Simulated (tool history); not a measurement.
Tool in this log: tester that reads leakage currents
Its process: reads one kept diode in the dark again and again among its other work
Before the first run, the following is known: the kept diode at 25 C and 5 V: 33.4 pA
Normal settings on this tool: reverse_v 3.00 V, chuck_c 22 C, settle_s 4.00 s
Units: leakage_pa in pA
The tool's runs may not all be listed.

{"run": 1, "hour": 0.0, "reverse_v": 3.0, "chuck_c": 22, "settle_s": 4.0, "leakage_pa": 23.81}
{"run": 2, "hour": 66.1, "reverse_v": 3.0, "chuck_c": 22, "settle_s": 4.0, "leakage_pa": 23.55}
{"run": 3, "hour": 128.5, "reverse_v": 3.0, "chuck_c": 22, "settle_s": 4.0, "leakage_pa": 23.68}
{"run": 4, "hour": 178.8, "reverse_v": 3.0, "chuck_c": 22, "settle_s": 4.0, "leakage_pa": 23.65}
{"run": 5, "hour": 221.5, "reverse_v": 3.0, "chuck_c": 22, "settle_s": 4.0, "leakage_pa": 23.79}
{"run": 6, "hour": 274.0, "reverse_v": 18.31, "chuck_c": 22, "settle_s": 4.0, "leakage_pa": 67.65}
{"run": 7, "hour": 334.0, "reverse_v": 18.31, "chuck_c": 22, "settle_s": 4.0, "leakage_pa": 67.99}
{"run": 8, "hour": 378.1, "reverse_v": 18.31, "chuck_c": 22, "settle_s": 4.0, "leakage_pa": 67.71}
{"run": 9, "hour": 437.5, "reverse_v": 18.31, "chuck_c": 22, "settle_s": 4.0, "leakage_pa": 68.09}
{"run": 10, "hour": 488.2, "reverse_v": 18.31, "chuck_c": 22, "settle_s": 4.0, "leakage_pa": 68.18}
{"run": 11, "hour": 531.6, "reverse_v": 18.31, "chuck_c": 22, "settle_s": 4.0, "leakage_pa": 68.37}
{"run": 12, "hour": 593.4, "reverse_v": 18.31, "chuck_c": 22, "settle_s": 4.0, "leakage_pa": 68.61}
{"run": 13, "hour": 664.2, "reverse_v": 18.31, "chuck_c": 22, "settle_s": 4.0, "leakage_pa": 69.1}
{"hour": 672.8, "done": "chuck's temperature calibrated"}
{"run": 14, "hour": 705.9, "reverse_v": 11.55, "chuck_c": 34, "settle_s": 3.65, "leakage_pa": 114.35}
{"run": 15, "hour": 741.9, "reverse_v": 11.14, "chuck_c": 59, "settle_s": 0.39, "leakage_pa": 757.49}
{"run": 16, "hour": 783.9, "reverse_v": 19.4, "chuck_c": 42, "settle_s": 0.67, "leakage_pa": 276.08}
{"hour": 820.3, "done": "chuck's temperature calibrated, once more"}
{"run": 17, "hour": 848.9, "reverse_v": 19.4, "chuck_c": 42, "settle_s": 0.67, "leakage_pa": 299.76}
{"run": 18, "hour": 901.4, "reverse_v": 1.23, "chuck_c": 36, "settle_s": 4.0, "leakage_pa": 52.46}
{"run": 19, "hour": 939.6, "reverse_v": 2.81, "chuck_c": 57, "settle_s": 0.42, "leakage_pa": 392.19}
{"run": 20, "hour": 988.8, "reverse_v": 7.9, "chuck_c": 57, "settle_s": 0.42, "leakage_pa": 606.5}
{"run": 21, "hour": 1022.1, "reverse_v": 7.9, "chuck_c": 20, "settle_s": 1.47, "leakage_pa": 40.0}
{"run": 22, "hour": 1081.6, "reverse_v": 3.0, "chuck_c": 22, "settle_s": 5.07, "leakage_pa": 25.32}

3 options for the next run, each taken on its own from the tool as it stands now. Forecast them:
{"run": "A", "hour": 1130.3, "reverse_v": 2.0, "chuck_c": 22, "settle_s": 4.0, "leakage_pa": "?"}
{"run": "B", "hour": 1130.3, "reverse_v": 4.96, "chuck_c": 23, "settle_s": 3.6, "leakage_pa": "?"}
{"run": "C", "hour": 1130.3, "reverse_v": 2.7, "chuck_c": 47, "settle_s": 0.35, "leakage_pa": "?"}

run=A leakage_pa=20.63
run=B leakage_pa=36.04
run=C leakage_pa=181.11
What these runs would have given with no unlogged condition in the tool:
run=A leakage_pa=17.58
run=B leakage_pa=28.19
run=C leakage_pa=179.09
